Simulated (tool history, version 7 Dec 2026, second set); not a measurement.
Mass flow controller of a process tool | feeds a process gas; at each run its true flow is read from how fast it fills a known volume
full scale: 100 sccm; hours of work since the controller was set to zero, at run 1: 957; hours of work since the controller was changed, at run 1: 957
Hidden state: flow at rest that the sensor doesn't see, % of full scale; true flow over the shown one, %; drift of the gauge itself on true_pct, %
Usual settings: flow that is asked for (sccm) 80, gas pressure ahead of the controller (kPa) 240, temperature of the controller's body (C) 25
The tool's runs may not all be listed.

run	hour	flow that is asked for (sccm)	gas pressure ahead of the controller (kPa)	temperature of the controller's body (C)	hours of work since the controller was set to zero	hours of work since the controller was changed	true flow (%)
1	0	80	240	25	957	957	98.47
2	48.7	80	240	30	991	991	98.09
3	100.1	80	143	25	1027	1027	98.73
4	144.5	80	143	25	1058	1058	98.72
5	209.1	80	143	25	1103	1103	98.64
6	284.8	80	143	25	1157	1157	98.68
7	323.7	80	143	25	1184	1184	98.75
8	388.9	80	143	25	1230	1230	98.71
9	451.1	80	143	25	1273	1273	98.65
10	504.7	80	143	25	1311	1311	98.75
11	543.5	80	240	39	1338	1338	97.41
12	586.3	80	240	39	1368	1368	97.36
13	624.4	80	240	26	1395	1395	98.25
# hour 629.9: controller's zero set anew
14	699.5	80	240	26	49	1447	98.23
15	761.9	80	240	26	93	1491	98.09
16	829.4	80	240	26	140	1539	98.02
17	908.2	80	240	35	195	1594	97.43
18	957.9	80	240	35	230	1629	97.4
# hour 963.5: controller's zero set anew, once more
19	1034.4	80	240	25	50	1682	98.65
20	1106.7	78	240	25	101	1733	98.55
21	1153.1	40	240	24	133	1766	97.35
22	1221.3	34	143	24	181	1813	97.22
23	1265.2	34	143	24	212	1844	97.13
24	1323.2	22	151	25	253	1885	96.49
25	1374.9	22	151	25	289	1921	96.57
26	1456.3	80	271	26	346	1979	98.3
27	1493.3	17	240	27	372	2005	95.77
28	1548.7	69	240	33	411	2043	97.41
29	1581.4	62	162	24	434	2066	98.31
30	1621	75	180	21	462	2094	98.96
31	1663.6	80	266	25	492	2124	98.39
32	1744.4	80	266	25	548	2181	98.39
33	1798.3	80	266	25	586	2219	98.32
34	1847.8	11	279	39	621	2253	93.89
35	1902.6	80	240	21	659	2292	98.7
36	1939.3	14	215	32	685	2318	94.76
37	2014.1	14	215	32	738	2370	94.75
38	2065.5	14	215	32	774	2406	94.61
39	2101.6	80	157	25	799	2432	98.49

How the hidden state differs across the entries between the runs, from the last listed run before each to the first after it:
Between runs 13 and 14: controller's zero set anew (hour 629.9)
  flow at rest that the sensor doesn't see, % of full scale: -0.233 -> -0.399; true flow over the shown one, %: -0.5 -> -0.51
  measured less the result without the state, true flow (%): -0.79 -> -1.01
Between runs 18 and 19: controller's zero set anew, once more (hour 963.5)
  flow at rest that the sensor doesn't see, % of full scale: -0.423 -> -0.058; true flow over the shown one, %: -0.54 -> -0.55
  measured less the result without the state, true flow (%): -1.07 -> -0.62

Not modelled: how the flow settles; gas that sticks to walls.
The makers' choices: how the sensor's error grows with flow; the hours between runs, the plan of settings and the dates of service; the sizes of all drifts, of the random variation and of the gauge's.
